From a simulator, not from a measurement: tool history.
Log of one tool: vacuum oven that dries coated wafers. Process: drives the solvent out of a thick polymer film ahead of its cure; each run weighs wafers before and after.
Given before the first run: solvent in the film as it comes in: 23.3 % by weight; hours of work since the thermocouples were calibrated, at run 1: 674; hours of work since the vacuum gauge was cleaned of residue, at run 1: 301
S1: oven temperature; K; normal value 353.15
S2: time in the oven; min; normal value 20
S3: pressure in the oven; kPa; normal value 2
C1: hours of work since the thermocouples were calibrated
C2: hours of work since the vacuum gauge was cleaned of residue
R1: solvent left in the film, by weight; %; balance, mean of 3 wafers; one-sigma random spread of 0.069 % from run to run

run,hour,S1,S2,S3,C1,C2,R1
1,0,353.15,20,2,674,301,5.27
2,31.4,353.15,20,2,697,324,5.35
3,66.6,353.15,19,2,723,349,5.59
4,83.2,353.15,19,2,735,361,5.61
5,102,353.15,19,1.05,748,375,5.42
6,131.8,353.15,19,1.05,770,397,5.37
7,167.1,368.15,19,1.05,796,422,0.58
8,185.7,368.15,19,1.05,809,436,0.57
9,208.7,353.15,20,2,826,452,5.38
10,241.7,353.15,20,2,850,476,5.27
11,256.9,353.15,10,2,861,487,10.17
12,274.2,353.15,10,2,873,500,9.77
13,310.2,353.15,10,2,899,526,9.9
14,333.8,353.15,10,2,917,543,9.92
# hour 339.1: oven's thermocouples calibrated
15,351.2,353.15,10,2,9,554,10.13
16,385.3,353.15,10,2,34,579,10.11
# hour 408.4: oven's thermocouples calibrated, once more
17,415.4,353.15,10,2,5,600,9.21
18,436.6,353.15,10,2,21,615,9.25
19,469.7,345.15,20,2,45,639,9.07
20,503,342.15,20,2,69,663,10.43
21,533.6,342.15,20,2,91,685,10.85
22,562.7,342.15,20,2,112,707,10.76
23,595.2,353.15,20,2,136,730,4.61
24,616.7,365.15,20,2,151,746,0.85
25,651.2,365.15,20,3.34,176,771,1.13
26,681.5,363.15,20,1.96,198,793,1.3
27,705.4,368.15,10,5,216,810,2.88
28,721.8,339.15,30,1.6,227,822,9.72
29,747.9,355.15,12,1.77,247,841,7.05
30,781.9,355.15,10,1.77,271,866,8.52
31,802.9,344.15,20,4.87,286,881,10.68
32,836.5,344.15,20,4.87,311,905,10.62
33,853.6,354.15,13,3.2,323,918,7.44
34,874.4,354.15,13,3.2,338,933,7.55
35,901.6,340.15,20,1.28,358,953,11.85
36,934.2,357.15,30,1.04,382,976,1.29
37,953.2,357.15,30,1.39,396,990,1.48
38,975.6,353.15,20,4.86,412,1006,5.71
39,1001.3,353.15,20,4.86,430,1025,5.84
40,1027.6,347.15,17,7.48,449,1044,10.79
41,1043,350.15,13,1.7,461,1055,9.54
42,1075.4,363.15,24,1.97,484,1079,0.92
43,1095.2,343.15,15,3.27,499,1093,12.62
44,1115,343.15,15,3.27,513,1107,12.68
45,1141.7,343.15,28,3.27,532,1127,8.89
46,1165.2,341.15,12,1.17,549,1144,13.89

Forecast run 47:
47,1181.8,362.15,13,6.3,561,1156,?

{"run 47": {"R1": 4.22}}
Take away the tool's hidden state, keep the run-to-run variation as it was, and the same run would have given R1 3.87 %.

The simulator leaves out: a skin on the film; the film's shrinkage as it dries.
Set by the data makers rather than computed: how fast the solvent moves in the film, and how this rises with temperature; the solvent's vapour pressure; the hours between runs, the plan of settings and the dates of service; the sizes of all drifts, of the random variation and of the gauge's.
